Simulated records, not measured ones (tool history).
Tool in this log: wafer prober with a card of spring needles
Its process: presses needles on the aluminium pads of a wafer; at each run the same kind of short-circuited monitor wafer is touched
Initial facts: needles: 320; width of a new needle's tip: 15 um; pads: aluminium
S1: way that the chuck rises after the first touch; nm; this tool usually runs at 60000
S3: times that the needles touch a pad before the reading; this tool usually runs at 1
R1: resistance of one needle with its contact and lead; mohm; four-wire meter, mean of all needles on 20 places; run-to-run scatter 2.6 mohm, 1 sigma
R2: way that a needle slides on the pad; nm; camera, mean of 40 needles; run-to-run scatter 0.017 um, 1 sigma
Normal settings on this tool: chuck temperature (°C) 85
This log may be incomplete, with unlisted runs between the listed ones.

{"run": 1, "hour": 0.0, "S1": 60000, "chuck temperature (°C)": 85, "S3": 1, "R1": 300, "R2": 14240}
{"run": 2, "hour": 7.7, "S1": 60000, "chuck temperature (°C)": 85, "S3": 1, "R1": 304, "R2": 14240}
{"run": 3, "hour": 16.7, "S1": 60000, "chuck temperature (°C)": 36, "S3": 1, "R1": 288, "R2": 14240}
{"run": 4, "hour": 22.7, "S1": 60000, "chuck temperature (°C)": 115, "S3": 1, "R1": 312, "R2": 14250}
{"hour": 25.8, "done": "tips cleaned on abrasive film"}
{"run": 5, "hour": 32.0, "S1": 60000, "chuck temperature (°C)": 115, "S3": 1, "R1": 311, "R2": 14250}
{"run": 6, "hour": 43.5, "S1": 60000, "chuck temperature (°C)": 115, "S3": 1, "R1": 309, "R2": 14230}
{"run": 7, "hour": 49.7, "S1": 60000, "chuck temperature (°C)": 85, "S3": 2, "R1": 297, "R2": 14250}
{"hour": 53.7, "done": "tips cleaned on abrasive film"}
{"run": 8, "hour": 59.1, "S1": 43000, "chuck temperature (°C)": 85, "S3": 1, "R1": 308, "R2": 10200}
{"run": 9, "hour": 70.7, "S1": 43000, "chuck temperature (°C)": 85, "S3": 1, "R1": 310, "R2": 10220}
{"run": 10, "hour": 80.8, "S1": 43000, "chuck temperature (°C)": 85, "S3": 1, "R1": 310, "R2": 10200}
{"hour": 81.7, "done": "tips cleaned on abrasive film"}
{"run": 11, "hour": 86.6, "S1": 43000, "chuck temperature (°C)": 85, "S3": 1, "R1": 309, "R2": 10220}

Predict the results of run 12:
{"run": 12, "hour": 99.1, "S1": 43000, "chuck temperature (°C)": 85, "S3": 1, "R1": "?", "R2": "?"}

{"run 12": {"R1": 313, "R2": 10210}}
Without the tool's hidden state the same run would have given R1 311 mohm, R2 10210 nm.
